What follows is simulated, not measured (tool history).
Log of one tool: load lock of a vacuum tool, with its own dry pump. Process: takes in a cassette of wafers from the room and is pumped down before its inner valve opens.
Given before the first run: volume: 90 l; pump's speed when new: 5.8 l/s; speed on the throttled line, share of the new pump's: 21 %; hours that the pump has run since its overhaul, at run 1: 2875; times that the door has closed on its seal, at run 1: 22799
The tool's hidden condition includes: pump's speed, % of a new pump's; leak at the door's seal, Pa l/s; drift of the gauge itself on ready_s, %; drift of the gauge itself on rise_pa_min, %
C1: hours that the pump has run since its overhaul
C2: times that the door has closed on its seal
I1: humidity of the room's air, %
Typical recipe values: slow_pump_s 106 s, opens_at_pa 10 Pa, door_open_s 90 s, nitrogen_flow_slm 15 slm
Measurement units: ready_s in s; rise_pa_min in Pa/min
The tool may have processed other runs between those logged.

run 1 day=0 | slow_pump_s=106 opens_at_pa=10 door_open_s=90 nitrogen_flow_slm=15 | C1=2875 C2=22799 | I1=47.1 | ready_s=232.1 rise_pa_min=0.163
run 2 day=22.375 | slow_pump_s=106 opens_at_pa=10 door_open_s=90 nitrogen_flow_slm=18 | C1=3412 C2=25356 | I1=45.1 | ready_s=236 rise_pa_min=0.178
run 3 day=39.262 | slow_pump_s=106 opens_at_pa=10 door_open_s=90 nitrogen_flow_slm=18 | C1=3818 C2=27286 | I1=43.7 | ready_s=237.4 rise_pa_min=0.202
run 4 day=52.15 | slow_pump_s=106 opens_at_pa=10 door_open_s=90 nitrogen_flow_slm=18 | C1=4127 C2=28759 | I1=46.6 | ready_s=234.2 rise_pa_min=0.22
run 5 day=72.292 | slow_pump_s=106 opens_at_pa=10 door_open_s=90 nitrogen_flow_slm=18 | C1=4610 C2=31061 | I1=43 | ready_s=235.5 rise_pa_min=0.244
-- day=91.146 door's seal changed, seat wiped
run 6 day=97.379 | slow_pump_s=106 opens_at_pa=10 door_open_s=90 nitrogen_flow_slm=11 | C1=5211 C2=712 | I1=44 | ready_s=239 rise_pa_min=0.042
run 7 day=122.579 | slow_pump_s=106 opens_at_pa=10 door_open_s=90 nitrogen_flow_slm=15 | C1=5816 C2=3593 | I1=45.3 | ready_s=237.6 rise_pa_min=0.046
run 8 day=148.933 | slow_pump_s=106 opens_at_pa=10 door_open_s=90 nitrogen_flow_slm=15 | C1=6448 C2=6604 | I1=46.5 | ready_s=240.1 rise_pa_min=0.052
run 9 day=163.833 | slow_pump_s=106 opens_at_pa=10 door_open_s=90 nitrogen_flow_slm=15 | C1=6806 C2=8307 | I1=44.1 | ready_s=244.7 rise_pa_min=0.067
run 10 day=186.533 | slow_pump_s=106 opens_at_pa=10 door_open_s=90 nitrogen_flow_slm=15 | C1=7351 C2=10902 | I1=44.2 | ready_s=245.3 rise_pa_min=0.074
run 11 day=200.038 | slow_pump_s=106 opens_at_pa=10 door_open_s=90 nitrogen_flow_slm=7 | C1=7675 C2=12445 | I1=44.8 | ready_s=243 rise_pa_min=0.098
run 12 day=221.112 | slow_pump_s=106 opens_at_pa=10 door_open_s=90 nitrogen_flow_slm=15 | C1=8181 C2=14854 | I1=44 | ready_s=246 rise_pa_min=0.098
run 13 day=239.246 | slow_pump_s=106 opens_at_pa=10 door_open_s=139 nitrogen_flow_slm=15 | C1=8616 C2=16926 | I1=46.2 | ready_s=246 rise_pa_min=0.114
run 14 day=264.438 | slow_pump_s=106 opens_at_pa=10 door_open_s=139 nitrogen_flow_slm=15 | C1=9220 C2=19806 | I1=47.9 | ready_s=249.1 rise_pa_min=0.151
run 15 day=276.971 | slow_pump_s=106 opens_at_pa=13 door_open_s=139 nitrogen_flow_slm=15 | C1=9521 C2=21238 | I1=45.6 | ready_s=243.9 rise_pa_min=0.162
run 16 day=289.3 | slow_pump_s=106 opens_at_pa=13 door_open_s=139 nitrogen_flow_slm=15 | C1=9817 C2=22647 | I1=43.5 | ready_s=242.9 rise_pa_min=0.165
run 17 day=314.033 | slow_pump_s=106 opens_at_pa=13 door_open_s=139 nitrogen_flow_slm=15 | C1=10411 C2=25474 | I1=44 | ready_s=247.5 rise_pa_min=0.189
run 18 day=337.688 | slow_pump_s=106 opens_at_pa=13 door_open_s=139 nitrogen_flow_slm=15 | C1=10978 C2=28177 | I1=45.8 | ready_s=247.1 rise_pa_min=0.217
run 19 day=351.629 | slow_pump_s=106 opens_at_pa=13 door_open_s=139 nitrogen_flow_slm=15 | C1=11313 C2=29771 | I1=41.1 | ready_s=247.3 rise_pa_min=0.234
-- day=380.475 dry pump taken out, an overhauled one fitted
run 20 day=380.667 | slow_pump_s=134 opens_at_pa=13 door_open_s=139 nitrogen_flow_slm=15 | C1=5 C2=33061 | I1=44.7 | ready_s=247.4 rise_pa_min=0.265
-- day=382.95 door's seal changed, seat wiped
run 21 day=403.758 | slow_pump_s=116 opens_at_pa=9 door_open_s=46 nitrogen_flow_slm=15 | C1=557 C2=2379 | I1=46.4 | ready_s=239.2 rise_pa_min=0.032
run 22 day=428.292 | slow_pump_s=106 opens_at_pa=14 door_open_s=75 nitrogen_flow_slm=22 | C1=1146 C2=5183 | I1=41.9 | ready_s=226 rise_pa_min=0.04
run 23 day=455.988 | slow_pump_s=106 opens_at_pa=14 door_open_s=75 nitrogen_flow_slm=22 | C1=1811 C2=8348 | I1=47.2 | ready_s=226.8 rise_pa_min=0.056
run 24 day=480.262 | slow_pump_s=106 opens_at_pa=12 door_open_s=127 nitrogen_flow_slm=8 | C1=2393 C2=11123 | I1=46.8 | ready_s=230.1 rise_pa_min=0.102
run 25 day=507.05 | slow_pump_s=106 opens_at_pa=10 door_open_s=51 nitrogen_flow_slm=6 | C1=3036 C2=14184 | I1=47.6 | ready_s=236.3 rise_pa_min=0.099
run 26 day=521.625 | slow_pump_s=158 opens_at_pa=10 door_open_s=90 nitrogen_flow_slm=34 | C1=3386 C2=15850 | I1=44 | ready_s=275.4 rise_pa_min=0.088
run 27 day=538.079 | slow_pump_s=158 opens_at_pa=10 door_open_s=90 nitrogen_flow_slm=34 | C1=3781 C2=17730 | I1=45.8 | ready_s=274.5 rise_pa_min=0.101

For run 28, what comes out?
run 28 day=559.246 | slow_pump_s=106 opens_at_pa=10 door_open_s=90 nitrogen_flow_slm=18 | C1=4289 C2=20150 | I1=45.9 | ready_s=? rise_pa_min=?

ready_s: 238.8 s
rise_pa_min: 0.128 Pa/min
Minus the tool's unlogged condition, the same run would have read ready_s 228.3 s, rise_pa_min 0.025 Pa/min.
